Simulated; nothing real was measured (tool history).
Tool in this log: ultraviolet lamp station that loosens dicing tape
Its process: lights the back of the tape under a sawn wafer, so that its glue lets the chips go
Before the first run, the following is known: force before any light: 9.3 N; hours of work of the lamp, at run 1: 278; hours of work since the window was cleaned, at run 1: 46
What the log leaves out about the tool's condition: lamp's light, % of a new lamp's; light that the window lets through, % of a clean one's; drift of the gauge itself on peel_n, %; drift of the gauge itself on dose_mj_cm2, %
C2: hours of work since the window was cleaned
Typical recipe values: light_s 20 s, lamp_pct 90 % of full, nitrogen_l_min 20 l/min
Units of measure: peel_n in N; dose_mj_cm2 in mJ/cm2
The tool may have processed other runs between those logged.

Run 1, hour 0.0: usual settings; hours of work of the lamp 278; C2 46. Result: peel_n 0.539 N, dose_mj_cm2 261 mJ/cm2.
Run 2, hour 6.6: usual settings; hours of work of the lamp 282; C2 50. Result: peel_n 0.555 N, dose_mj_cm2 260 mJ/cm2.
Run 3, hour 12.5: usual settings; hours of work of the lamp 286; C2 54. Result: peel_n 0.551 N, dose_mj_cm2 260 mJ/cm2.
Run 4, hour 16.9: usual settings; hours of work of the lamp 289; C2 57. Result: peel_n 0.559 N, dose_mj_cm2 259 mJ/cm2.
Run 5, hour 24.7: usual settings; hours of work of the lamp 295; C2 63. Result: peel_n 0.574 N, dose_mj_cm2 256 mJ/cm2.
Run 6, hour 30.5: usual settings; hours of work of the lamp 299; C2 67. Result: peel_n 0.575 N, dose_mj_cm2 257 mJ/cm2.
Run 7, hour 36.0: usual settings; hours of work of the lamp 302; C2 70. Result: peel_n 0.573 N, dose_mj_cm2 258 mJ/cm2.
Run 8, hour 43.6: usual settings; hours of work of the lamp 307; C2 75. Result: peel_n 0.554 N, dose_mj_cm2 257 mJ/cm2.
Run 9, hour 50.0: usual settings but lamp_pct 78 % of full; hours of work of the lamp 312; C2 80. Result: peel_n 0.828 N, dose_mj_cm2 221 mJ/cm2.
Run 10, hour 55.2: usual settings but light_s 25 s, lamp_pct 78 % of full; hours of work of the lamp 315; C2 83. Result: peel_n 0.483 N, dose_mj_cm2 273 mJ/cm2.
Run 11, hour 64.2: usual settings but light_s 25 s, lamp_pct 78 % of full; hours of work of the lamp 321; C2 90. Result: peel_n 0.497 N, dose_mj_cm2 272 mJ/cm2.
Run 12, hour 69.8: usual settings but nitrogen_l_min 8 l/min; hours of work of the lamp 325; C2 93. Result: peel_n 1.004 N, dose_mj_cm2 250 mJ/cm2.
At hour 70.8: window cleaned of glue's vapour.
Run 13, hour 77.4: usual settings but nitrogen_l_min 8 l/min; hours of work of the lamp 330; C2 4. Result: peel_n 1.068 N, dose_mj_cm2 247 mJ/cm2.
Run 14, hour 83.0: usual settings; hours of work of the lamp 334; C2 8. Result: peel_n 0.625 N, dose_mj_cm2 245 mJ/cm2.
Run 15, hour 89.1: usual settings; hours of work of the lamp 338; C2 12. Result: peel_n 0.636 N, dose_mj_cm2 247 mJ/cm2.
Run 16, hour 95.6: usual settings; hours of work of the lamp 342; C2 17. Result: peel_n 0.611 N, dose_mj_cm2 246 mJ/cm2.
Run 17, hour 102.7: usual settings but light_s 24 s, lamp_pct 69 % of full, nitrogen_l_min 12 l/min; hours of work of the lamp 347; C2 22. Result: peel_n 1.046 N, dose_mj_cm2 219 mJ/cm2.
Run 18, hour 107.5: usual settings but light_s 15 s, lamp_pct 78 % of full, nitrogen_l_min 13 l/min; hours of work of the lamp 351; C2 25. Result: peel_n 1.909 N, dose_mj_cm2 156 mJ/cm2.
Run 19, hour 112.9: usual settings but lamp_pct 73 % of full, nitrogen_l_min 33 l/min; hours of work of the lamp 354; C2 29. Result: peel_n 0.806 N, dose_mj_cm2 199 mJ/cm2.
Run 20, hour 117.4: usual settings but lamp_pct 95 % of full, nitrogen_l_min 7 l/min; hours of work of the lamp 357; C2 32. Result: peel_n 1.090 N, dose_mj_cm2 249 mJ/cm2.
Run 21, hour 124.0: usual settings but light_s 22 s, lamp_pct 70 % of full; hours of work of the lamp 362; C2 36. Result: peel_n 0.916 N, dose_mj_cm2 203 mJ/cm2.
Run 22, hour 128.4: usual settings but light_s 22 s, lamp_pct 70 % of full; hours of work of the lamp 365; C2 39. Result: peel_n 0.960 N, dose_mj_cm2 204 mJ/cm2.
At hour 131.1: window cleaned of glue's vapour, once more.
Run 23, hour 135.1: usual settings but light_s 19 s, lamp_pct 87 % of full, nitrogen_l_min 8 l/min; hours of work of the lamp 369; C2 3. Result: peel_n 1.139 N, dose_mj_cm2 240 mJ/cm2.
Run 24, hour 139.5: usual settings but light_s 19 s, lamp_pct 87 % of full, nitrogen_l_min 8 l/min; hours of work of the lamp 372; C2 6. Result: peel_n 1.155 N, dose_mj_cm2 237 mJ/cm2.
Run 25, hour 144.0: usual settings but light_s 12 s, lamp_pct 64 % of full, nitrogen_l_min 14 l/min; hours of work of the lamp 375; C2 9. Result: peel_n 2.839 N, dose_mj_cm2 110 mJ/cm2.
Run 26, hour 152.2: usual settings but light_s 12 s, lamp_pct 92 % of full, nitrogen_l_min 10 l/min; hours of work of the lamp 381; C2 14. Result: peel_n 2.095 N, dose_mj_cm2 161 mJ/cm2.
Run 27, hour 156.7: usual settings but light_s 12 s, lamp_pct 92 % of full, nitrogen_l_min 10 l/min; hours of work of the lamp 384; C2 17. Result: peel_n 2.133 N, dose_mj_cm2 155 mJ/cm2.
Run 28, hour 165.6: usual settings but light_s 12 s, lamp_pct 92 % of full, nitrogen_l_min 10 l/min; hours of work of the lamp 390; C2 23. Result: peel_n 2.094 N, dose_mj_cm2 158 mJ/cm2.
Run 29, hour 173.1: usual settings but light_s 11 s, nitrogen_l_min 7 l/min; hours of work of the lamp 395; C2 29. Result: peel_n 2.645 N, dose_mj_cm2 140 mJ/cm2.
Run 30, hour 178.0: usual settings but light_s 29 s, lamp_pct 80 % of full, nitrogen_l_min 7 l/min; hours of work of the lamp 398; C2 32. Result: peel_n 0.625 N, dose_mj_cm2 327 mJ/cm2.
Run 31, hour 185.2: usual settings but light_s 11 s, lamp_pct 76 % of full, nitrogen_l_min 25 l/min; hours of work of the lamp 403; C2 37. Result: peel_n 2.318 N, dose_mj_cm2 116 mJ/cm2.

Consider 4 possible next runs. They are alternatives, not a sequence: every one starts from the tool as it was left by run 31. What does each give?
Run A, hour 191.2: usual settings but light_s 36 s, lamp_pct 76 % of full, nitrogen_l_min 25 l/min; hours of work of the lamp 407; C2 41. Result: peel_n ?, dose_mj_cm2 ?.
Run B, hour 191.2: usual settings but light_s 29 s, lamp_pct 66 % of full; hours of work of the lamp 407; C2 41. Result: peel_n ?, dose_mj_cm2 ?.
Run C, hour 191.2: usual settings but light_s 31 s; hours of work of the lamp 407; C2 41. Result: peel_n ?, dose_mj_cm2 ?.
Run D, hour 191.2: usual settings but light_s 30 s, lamp_pct 86 % of full, nitrogen_l_min 14 l/min; hours of work of the lamp 407; C2 41. Result: peel_n ?, dose_mj_cm2 ?.

run  peel_n  dose_mj_cm2
  A   0.181          391
  B   0.491          274
  C   0.200          394
  D   0.282          365
What these runs would have given with no unlogged condition in the tool:
run  peel_n  dose_mj_cm2
  A   0.144          440
  B   0.363          308
  C   0.159          443
  D   0.210          411

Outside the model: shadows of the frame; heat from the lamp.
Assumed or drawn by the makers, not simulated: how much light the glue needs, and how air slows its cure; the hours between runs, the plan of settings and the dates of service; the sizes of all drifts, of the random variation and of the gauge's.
